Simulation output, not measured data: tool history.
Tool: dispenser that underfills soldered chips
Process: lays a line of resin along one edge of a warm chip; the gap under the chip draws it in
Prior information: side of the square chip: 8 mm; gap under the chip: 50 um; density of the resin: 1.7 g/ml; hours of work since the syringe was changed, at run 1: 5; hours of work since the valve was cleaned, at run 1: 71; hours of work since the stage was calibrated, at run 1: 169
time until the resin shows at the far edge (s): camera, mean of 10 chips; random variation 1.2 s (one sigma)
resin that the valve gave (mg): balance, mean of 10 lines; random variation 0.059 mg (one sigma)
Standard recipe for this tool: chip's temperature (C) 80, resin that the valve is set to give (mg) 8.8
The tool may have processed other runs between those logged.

run	hour	chip's temperature (C)	resin that the valve is set to give (mg)	hours of work since the syringe was changed	hours of work since the valve was cleaned	hours of work since the stage was calibrated	time until the resin shows at the far edge (s)	resin that the valve gave (mg)
1	0	80	8.8	5	71	169	176.9	8.43
# hour 1.4: new syringe of resin
# hour 10.8: new syringe of resin
2	10.8	84	8.8	0	78	175	95.7	8.37
# hour 20.2: new syringe of resin
3	21.2	84	8.8	1	85	182	101.6	8.45
# hour 29.9: new syringe of resin
4	30.3	84	8.8	0	91	188	97	8.19
# hour 32.3: dispensing valve cleaned and set on the balance
5	39.6	84	8.8	6	5	193	154.7	8.8
# hour 41.1: new syringe of resin
6	45	84	8.8	3	8	197	119.8	8.8
# hour 50.3: new syringe of resin
7	55.2	84	8.8	3	15	203	124.1	8.74
# hour 59.9: new syringe of resin
8	64.5	84	8.8	3	21	209	118.8	8.67
# hour 69.5: new syringe of resin
9	77	84	8.8	5	29	217	143.5	8.68
# hour 79.2: new syringe of resin
10	87.2	89	8.8	5	35	224	125.6	8.62
# hour 88.6: new syringe of resin
11	93.5	89	8.8	3	39	228	110.8	8.5
# hour 98.1: new syringe of resin
12	104.6	89	8.8	4	46	235	116.2	8.59
# hour 108: new syringe of resin
13	111.5	69	8.8	2	51	239	188.2	8.56
# hour 117.3: new syringe of resin
14	117.3	68	7.7	0	54	243	161.9	7.43
# hour 126.7: new syringe of resin
15	127.3	92	8.66	0	61	249	76.1	8.33
# hour 136.6: new syringe of resin
16	136.7	87	8.01	0	67	255	87.1	7.69
# hour 146: new syringe of resin
17	146.3	74	11.36	0	73	261	126.5	10.84
18	153.8	74	11.36	5	78	266	197.7	10.65
# hour 155.6: new syringe of resin
# hour 165.3: new syringe of resin
19	165.3	67	8.8	0	85	273	163.3	8.26
20	171.2	81	8.09	4	89	277	147.7	7.61
# hour 175.2: new syringe of resin
# hour 176.2: dispensing valve cleaned and set on the balance
21	178.2	66	9.44	1	1	281	182.6	9.32
22	184.4	71	9.01	5	5	285	226.4	8.92
# hour 185.6: new syringe of resin
23	193.9	71	9.01	5	11	291	227.9	8.96
# hour 195: new syringe of resin
24	201	87	11.37	4	16	296	116.5	11.34

Run 25, settings as shown, results not yet in. Your forecast:
# hour 204.2: new syringe of resin
# hour 213.6: new syringe of resin
25	213.6	91	9.85	0	24	303	?	?

Logged for run 25: time until the resin shows at the far edge (s) 73.9, resin that the valve gave (mg) 9.75.
Take away the tool's hidden state, keep the run-to-run variation as it was, and the same run would have given time until the resin shows at the far edge (s) 78.8, resin that the valve gave (mg) 9.91.
